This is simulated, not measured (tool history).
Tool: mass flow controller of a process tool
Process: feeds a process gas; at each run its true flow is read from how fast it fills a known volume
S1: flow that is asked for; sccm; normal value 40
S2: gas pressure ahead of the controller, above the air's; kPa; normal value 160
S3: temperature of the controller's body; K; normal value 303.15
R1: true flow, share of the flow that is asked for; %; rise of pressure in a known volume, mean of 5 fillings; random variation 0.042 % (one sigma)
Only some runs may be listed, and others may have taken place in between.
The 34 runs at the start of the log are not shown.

| run | hour | S1 | S2 | S3 | R1 |
|---|---|---|---|---|---|
| 35 | 9185.2 | 40 | 266 | 312.15 | 101.18 |
| 36 | 9475.4 | 40 | 266 | 312.15 | 101.17 |
| 37 | 9817.3 | 57 | 161 | 311.15 | 101.08 |
| 38 | 10150.7 | 11 | 161 | 297.15 | 97.65 |
| 39 | 10385.5 | 11 | 161 | 297.15 | 97.52 |
| 40 | 10579.9 | 14 | 157 | 306.15 | 98.93 |
| 41 | 10882.5 | 26 | 232 | 296.15 | 98.73 |
| 42 | 11279.5 | 65 | 240 | 295.15 | 99.53 |

Here are 3 independent what-if runs from the current tool condition. What would each one return?
| A | 11461 | 14 | 160 | 311.15 | ? |
| B | 11461 | 80 | 240 | 295.15 | ? |
| C | 11461 | 65 | 240 | 295.15 | ? |

| run | R1 |
|---|---|
| A | 99.28 |
| B | 99.52 |
| C | 99.42 |
Had the tool no hidden state, the same runs would have come out as:
| run | R1 |
|---|---|
| A | 100.99 |
| B | 99.49 |
| C | 99.47 |

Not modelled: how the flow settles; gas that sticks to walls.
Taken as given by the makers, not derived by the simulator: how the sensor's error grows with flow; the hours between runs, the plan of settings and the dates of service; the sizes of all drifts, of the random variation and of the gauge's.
